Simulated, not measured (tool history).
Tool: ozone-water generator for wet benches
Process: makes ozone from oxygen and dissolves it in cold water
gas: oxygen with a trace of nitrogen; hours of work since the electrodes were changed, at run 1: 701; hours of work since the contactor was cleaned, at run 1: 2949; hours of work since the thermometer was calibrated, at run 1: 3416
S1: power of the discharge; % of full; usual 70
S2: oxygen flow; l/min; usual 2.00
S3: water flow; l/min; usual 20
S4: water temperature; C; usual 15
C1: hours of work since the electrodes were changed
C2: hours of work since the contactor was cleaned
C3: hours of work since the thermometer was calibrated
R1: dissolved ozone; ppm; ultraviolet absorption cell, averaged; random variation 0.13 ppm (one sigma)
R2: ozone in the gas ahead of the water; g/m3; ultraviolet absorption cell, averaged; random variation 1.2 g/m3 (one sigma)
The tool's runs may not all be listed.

{"run": 1, "hour": 0.0, "S1": 70, "S2": 2.0, "S3": 20, "S4": 15, "C1": 701, "C2": 2949, "C3": 3416, "R1": 13.0, "R2": 212.0}
{"run": 2, "hour": 55.1, "S1": 70, "S2": 2.0, "S3": 20, "S4": 15, "C1": 738, "C2": 2987, "C3": 3453, "R1": 13.0, "R2": 207.3}
{"run": 3, "hour": 109.0, "S1": 70, "S2": 1.13, "S3": 20, "S4": 15, "C1": 774, "C2": 3023, "C3": 3490, "R1": 11.8, "R2": 304.7}
{"run": 4, "hour": 154.9, "S1": 70, "S2": 1.13, "S3": 20, "S4": 15, "C1": 805, "C2": 3054, "C3": 3521, "R1": 11.8, "R2": 303.7}
{"run": 5, "hour": 195.4, "S1": 70, "S2": 1.13, "S3": 20, "S4": 15, "C1": 833, "C2": 3082, "C3": 3548, "R1": 11.9, "R2": 304.8}
{"run": 6, "hour": 256.3, "S1": 70, "S2": 1.13, "S3": 20, "S4": 15, "C1": 874, "C2": 3123, "C3": 3590, "R1": 11.7, "R2": 300.0}
{"run": 7, "hour": 311.6, "S1": 70, "S2": 1.13, "S3": 20, "S4": 15, "C1": 911, "C2": 3160, "C3": 3627, "R1": 12.1, "R2": 303.5}
{"hour": 318.0, "done": "water thermometer calibrated"}
{"run": 8, "hour": 362.9, "S1": 70, "S2": 1.13, "S3": 20, "S4": 15, "C1": 946, "C2": 3195, "C3": 30, "R1": 11.7, "R2": 301.1}
{"run": 9, "hour": 408.7, "S1": 70, "S2": 2.0, "S3": 20, "S4": 15, "C1": 977, "C2": 3226, "C3": 61, "R1": 13.1, "R2": 208.3}
{"run": 10, "hour": 466.6, "S1": 47, "S2": 2.0, "S3": 20, "S4": 15, "C1": 1016, "C2": 3265, "C3": 101, "R1": 9.2, "R2": 147.1}
{"run": 11, "hour": 504.7, "S1": 62, "S2": 1.89, "S3": 20, "S4": 15, "C1": 1042, "C2": 3291, "C3": 126, "R1": 11.5, "R2": 193.9}
{"run": 12, "hour": 555.4, "S1": 41, "S2": 1.09, "S3": 20, "S4": 15, "C1": 1076, "C2": 3325, "C3": 161, "R1": 7.4, "R2": 193.8}
{"hour": 589.0, "done": "water thermometer calibrated, once more"}
{"run": 13, "hour": 592.2, "S1": 41, "S2": 1.09, "S3": 20, "S4": 15, "C1": 1101, "C2": 3350, "C3": 2, "R1": 7.2, "R2": 193.3}
{"run": 14, "hour": 637.1, "S1": 70, "S2": 1.0, "S3": 14, "S4": 15, "C1": 1131, "C2": 3380, "C3": 33, "R1": 16.7, "R2": 324.5}
{"run": 15, "hour": 697.9, "S1": 89, "S2": 3.37, "S3": 27, "S4": 13, "C1": 1172, "C2": 3421, "C3": 74, "R1": 12.1, "R2": 178.3}
{"run": 16, "hour": 739.2, "S1": 69, "S2": 2.18, "S3": 27, "S4": 15, "C1": 1200, "C2": 3449, "C3": 102, "R1": 8.9, "R2": 192.5}
{"run": 17, "hour": 789.4, "S1": 70, "S2": 2.0, "S3": 20, "S4": 13, "C1": 1234, "C2": 3483, "C3": 136, "R1": 12.9, "R2": 205.9}
{"run": 18, "hour": 837.3, "S1": 43, "S2": 1.72, "S3": 17, "S4": 11, "C1": 1267, "C2": 3515, "C3": 168, "R1": 10.0, "R2": 149.8}
{"run": 19, "hour": 874.6, "S1": 47, "S2": 2.05, "S3": 24, "S4": 14, "C1": 1292, "C2": 3541, "C3": 193, "R1": 7.6, "R2": 143.0}
{"run": 20, "hour": 935.0, "S1": 47, "S2": 2.05, "S3": 25, "S4": 14, "C1": 1333, "C2": 3582, "C3": 234, "R1": 7.2, "R2": 144.2}

Forecast each of these 3 alternatives for the next run:
{"run": "A", "hour": 968.8, "S1": 47, "S2": 2.44, "S3": 21, "S4": 7, "C1": 1356, "C2": 3604, "C3": 257, "R1": "?", "R2": "?"}
{"run": "B", "hour": 968.8, "S1": 94, "S2": 1.76, "S3": 25, "S4": 17, "C1": 1356, "C2": 3604, "C3": 257, "R1": "?", "R2": "?"}
{"run": "C", "hour": 968.8, "S1": 70, "S2": 2.0, "S3": 15, "S4": 11, "C1": 1356, "C2": 3604, "C3": 257, "R1": "?", "R2": "?"}

run=A R1=9.4 R2=128.5
run=B R1=12.1 R2=283.3
run=C R1=17.5 R2=203.0
Without the tool's hidden state the same runs would have given:
run=A R1=10.1 R2=134.3
run=B R1=13.7 R2=308.5
run=C R1=19.2 R2=217.3
